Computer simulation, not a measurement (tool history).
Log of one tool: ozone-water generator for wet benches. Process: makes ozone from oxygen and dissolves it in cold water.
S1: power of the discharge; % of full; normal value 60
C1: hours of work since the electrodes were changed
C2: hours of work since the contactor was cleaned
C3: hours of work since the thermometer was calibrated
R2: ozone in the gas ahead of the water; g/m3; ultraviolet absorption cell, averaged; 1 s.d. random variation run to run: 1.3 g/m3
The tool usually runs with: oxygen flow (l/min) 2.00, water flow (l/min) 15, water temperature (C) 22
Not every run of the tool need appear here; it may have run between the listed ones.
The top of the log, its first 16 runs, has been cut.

{"run": 17, "day": 62.854, "S1": 60, "oxygen flow (l/min)": 1.34, "water flow (l/min)": 15, "water temperature (C)": 22, "C1": 4969, "C2": 2716, "C3": 931, "dissolved ozone (ppm)": 15.1, "R2": 299.4}
{"run": 18, "day": 67.188, "S1": 60, "oxygen flow (l/min)": 1.34, "water flow (l/min)": 15, "water temperature (C)": 22, "C1": 5060, "C2": 2806, "C3": 1021, "dissolved ozone (ppm)": 14.8, "R2": 300.2}
{"run": 19, "day": 72.154, "S1": 75, "oxygen flow (l/min)": 1.34, "water flow (l/min)": 13, "water temperature (C)": 22, "C1": 5163, "C2": 2910, "C3": 1125, "dissolved ozone (ppm)": 19.9, "R2": 350.5}
{"run": 20, "day": 75.725, "S1": 41, "oxygen flow (l/min)": 1.24, "water flow (l/min)": 21, "water temperature (C)": 17, "C1": 5238, "C2": 2985, "C3": 1199, "dissolved ozone (ppm)": 8.2, "R2": 237.9}
{"run": 21, "day": 80.346, "S1": 42, "oxygen flow (l/min)": 1.39, "water flow (l/min)": 13, "water temperature (C)": 15, "C1": 5334, "C2": 3081, "C3": 1296, "dissolved ozone (ppm)": 14.3, "R2": 228.0}
{"run": 22, "day": 85.258, "S1": 40, "oxygen flow (l/min)": 3.51, "water flow (l/min)": 14, "water temperature (C)": 21, "C1": 5437, "C2": 3184, "C3": 1399, "dissolved ozone (ppm)": 14.4, "R2": 140.5}
{"run": 23, "day": 87.621, "S1": 60, "oxygen flow (l/min)": 2.0, "water flow (l/min)": 15, "water temperature (C)": 22, "C1": 5486, "C2": 3233, "C3": 1448, "dissolved ozone (ppm)": 16.5, "R2": 247.9}
{"run": 24, "day": 89.908, "S1": 60, "oxygen flow (l/min)": 2.0, "water flow (l/min)": 15, "water temperature (C)": 22, "C1": 5534, "C2": 3281, "C3": 1496, "dissolved ozone (ppm)": 16.4, "R2": 247.5}
{"run": 25, "day": 92.188, "S1": 65, "oxygen flow (l/min)": 2.0, "water flow (l/min)": 15, "water temperature (C)": 22, "C1": 5582, "C2": 3328, "C3": 1543, "dissolved ozone (ppm)": 17.3, "R2": 265.1}
{"run": 26, "day": 96.108, "S1": 65, "oxygen flow (l/min)": 2.0, "water flow (l/min)": 15, "water temperature (C)": 22, "C1": 5663, "C2": 3410, "C3": 1625, "dissolved ozone (ppm)": 17.5, "R2": 265.5}
{"run": 27, "day": 99.325, "S1": 98, "oxygen flow (l/min)": 2.0, "water flow (l/min)": 15, "water temperature (C)": 30, "C1": 5731, "C2": 3477, "C3": 1692, "dissolved ozone (ppm)": 21.5, "R2": 354.3}
{"run": 28, "day": 101.992, "S1": 98, "oxygen flow (l/min)": 2.0, "water flow (l/min)": 15, "water temperature (C)": 30, "C1": 5786, "C2": 3533, "C3": 1748, "dissolved ozone (ppm)": 21.3, "R2": 351.3}
{"run": 29, "day": 104.429, "S1": 67, "oxygen flow (l/min)": 3.21, "water flow (l/min)": 15, "water temperature (C)": 30, "C1": 5837, "C2": 3584, "C3": 1799, "dissolved ozone (ppm)": 16.9, "R2": 214.8}
{"run": 30, "day": 108.475, "S1": 98, "oxygen flow (l/min)": 3.52, "water flow (l/min)": 23, "water temperature (C)": 16, "C1": 5922, "C2": 3668, "C3": 1883, "dissolved ozone (ppm)": 18.8, "R2": 269.0}
{"run": 31, "day": 113.525, "S1": 60, "oxygen flow (l/min)": 2.82, "water flow (l/min)": 15, "water temperature (C)": 15, "C1": 6027, "C2": 3774, "C3": 1989, "dissolved ozone (ppm)": 19.1, "R2": 212.8}
{"run": 32, "day": 117.454, "S1": 60, "oxygen flow (l/min)": 2.82, "water flow (l/min)": 15, "water temperature (C)": 15, "C1": 6109, "C2": 3856, "C3": 2071, "dissolved ozone (ppm)": 18.7, "R2": 213.2}

Here are 3 independent what-if runs from the current tool condition. What would each one return?
{"run": "A", "day": 119.804, "S1": 60, "oxygen flow (l/min)": 3.56, "water flow (l/min)": 15, "water temperature (C)": 28, "C1": 6158, "C2": 3905, "C3": 2120, "dissolved ozone (ppm)": "?", "R2": "?"}
{"run": "B", "day": 119.804, "S1": 60, "oxygen flow (l/min)": 2.82, "water flow (l/min)": 20, "water temperature (C)": 26, "C1": 6158, "C2": 3905, "C3": 2120, "dissolved ozone (ppm)": "?", "R2": "?"}
{"run": "C", "day": 119.804, "S1": 60, "oxygen flow (l/min)": 2.82, "water flow (l/min)": 15, "water temperature (C)": 21, "C1": 6158, "C2": 3905, "C3": 2120, "dissolved ozone (ppm)": "?", "R2": "?"}

run=A dissolved_ozone_(ppm)=16.0 R2=190.6
run=B dissolved_ozone_(ppm)=13.1 R2=213.9
run=C dissolved_ozone_(ppm)=17.5 R2=213.9
The same runs, with their run-to-run variation unchanged, on a tool lacking any hidden condition would have given:
run=A dissolved_ozone_(ppm)=16.1 R2=185.5
run=B dissolved_ozone_(ppm)=13.2 R2=208.2
run=C dissolved_ozone_(ppm)=17.6 R2=208.2

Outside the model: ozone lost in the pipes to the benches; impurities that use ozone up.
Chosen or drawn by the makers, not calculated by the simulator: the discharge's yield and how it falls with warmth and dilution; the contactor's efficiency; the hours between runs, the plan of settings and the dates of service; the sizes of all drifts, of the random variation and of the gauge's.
